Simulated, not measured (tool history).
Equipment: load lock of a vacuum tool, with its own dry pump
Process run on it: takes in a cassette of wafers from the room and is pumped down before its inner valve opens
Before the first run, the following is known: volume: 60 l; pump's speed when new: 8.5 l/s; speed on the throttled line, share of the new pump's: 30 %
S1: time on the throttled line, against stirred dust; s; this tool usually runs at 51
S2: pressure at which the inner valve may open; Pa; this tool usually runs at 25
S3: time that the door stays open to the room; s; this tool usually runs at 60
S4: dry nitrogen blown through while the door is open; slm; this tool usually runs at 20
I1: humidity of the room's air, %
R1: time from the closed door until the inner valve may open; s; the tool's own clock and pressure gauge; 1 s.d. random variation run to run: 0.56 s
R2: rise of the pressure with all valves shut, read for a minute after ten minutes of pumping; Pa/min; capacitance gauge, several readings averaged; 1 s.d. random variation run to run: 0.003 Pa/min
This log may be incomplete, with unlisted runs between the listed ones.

{"run": 1, "hour": 0.0, "S1": 51, "S2": 25, "S3": 60, "S4": 20, "I1": 49.1, "R1": 95.1, "R2": 0.221}
{"run": 2, "hour": 73.9, "S1": 51, "S2": 25, "S3": 60, "S4": 20, "I1": 43.7, "R1": 95.0, "R2": 0.229}
{"run": 3, "hour": 125.0, "S1": 51, "S2": 25, "S3": 60, "S4": 20, "I1": 45.3, "R1": 94.8, "R2": 0.223}
{"run": 4, "hour": 170.8, "S1": 51, "S2": 20, "S3": 60, "S4": 20, "I1": 44.6, "R1": 96.4, "R2": 0.223}
{"run": 5, "hour": 234.3, "S1": 51, "S2": 20, "S3": 60, "S4": 20, "I1": 47.0, "R1": 96.2, "R2": 0.222}
{"run": 6, "hour": 311.9, "S1": 51, "S2": 20, "S3": 60, "S4": 20, "I1": 42.7, "R1": 96.2, "R2": 0.23}
{"run": 7, "hour": 366.6, "S1": 51, "S2": 20, "S3": 60, "S4": 20, "I1": 43.2, "R1": 96.2, "R2": 0.23}
{"run": 8, "hour": 444.5, "S1": 51, "S2": 25, "S3": 60, "S4": 4, "I1": 47.3, "R1": 95.1, "R2": 0.254}
{"run": 9, "hour": 512.0, "S1": 51, "S2": 25, "S3": 60, "S4": 4, "I1": 45.0, "R1": 95.3, "R2": 0.258}
{"run": 10, "hour": 590.3, "S1": 51, "S2": 25, "S3": 60, "S4": 20, "I1": 44.3, "R1": 96.0, "R2": 0.242}
{"run": 11, "hour": 674.6, "S1": 51, "S2": 25, "S3": 60, "S4": 20, "I1": 43.8, "R1": 94.9, "R2": 0.243}
{"run": 12, "hour": 730.3, "S1": 51, "S2": 25, "S3": 60, "S4": 20, "I1": 46.4, "R1": 95.2, "R2": 0.241}
{"run": 13, "hour": 787.3, "S1": 51, "S2": 25, "S3": 26, "S4": 20, "I1": 43.5, "R1": 94.8, "R2": 0.247}
{"run": 14, "hour": 823.8, "S1": 51, "S2": 25, "S3": 26, "S4": 20, "I1": 46.3, "R1": 95.1, "R2": 0.237}

Predict the results of run 15:
{"run": 15, "hour": 895.8, "S1": 69, "S2": 25, "S3": 219, "S4": 22, "I1": 46.4, "R1": "?", "R2": "?"}

R1: 107.5 s
R2: 0.261 Pa/min
With no hidden state in the tool, this same run would have given R1 107.1 s, R2 0.030 Pa/min.
